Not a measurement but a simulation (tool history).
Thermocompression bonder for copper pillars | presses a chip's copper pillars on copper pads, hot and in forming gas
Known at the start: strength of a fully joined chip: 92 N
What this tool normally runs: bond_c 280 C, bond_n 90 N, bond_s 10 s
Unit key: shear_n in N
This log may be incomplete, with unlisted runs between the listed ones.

run	day	bond_c	bond_n	bond_s	shear_n
1	0.000	280	90	10	61.2
2	1.242	280	90	10	61.3
3	3.088	280	90	10	61.4
4	5.462	280	90	10	61.3
5	7.558	280	90	10	61.2
6	9.108	280	90	10	61.8
7	10.317	280	90	17	70.5
8	12.342	273	90	10	58.5
9	13.458	273	90	10	58.0
10	14.871	273	90	10	58.6
11	16.454	273	90	10	58.1
12	18.371	299	103	10	71.2
13	20.154	299	103	10	71.3
14	21.233	299	103	10	71.2
15	23.608	292	73	13	65.9
16	25.338	260	56	9	41.0
17	26.542	267	83	6	45.1
18	29.062	285	111	17	75.5

Missing from the log above: 2 entries noted between runs. For each, name the pair of listed runs it sits between and say how the tool's hidden condition differs from the listed run just before to the listed run just after:
After run 10, before run 11: forming gas filter changed (day 15.212)
  true temperature of the bond over the reading, C: 0.4 -> 0.5; oxide that the forming gas leaves, % of the face: 0.78 -> 0.51; drift of the gauge itself on shear_n, %: -0.47 -> -0.52
  measured minus no-state result, shear_n: -0.2 -> -0.2 N
After run 11, before run 12: heater calibrated with a thermocouple chip (day 16.738)
  true temperature of the bond over the reading, C: 0.5 -> 0; oxide that the forming gas leaves, % of the face: 0.51 -> 0.53; drift of the gauge itself on shear_n, %: -0.52 -> -0.58
  measured minus no-state result, shear_n: -0.2 -> -0.5 N
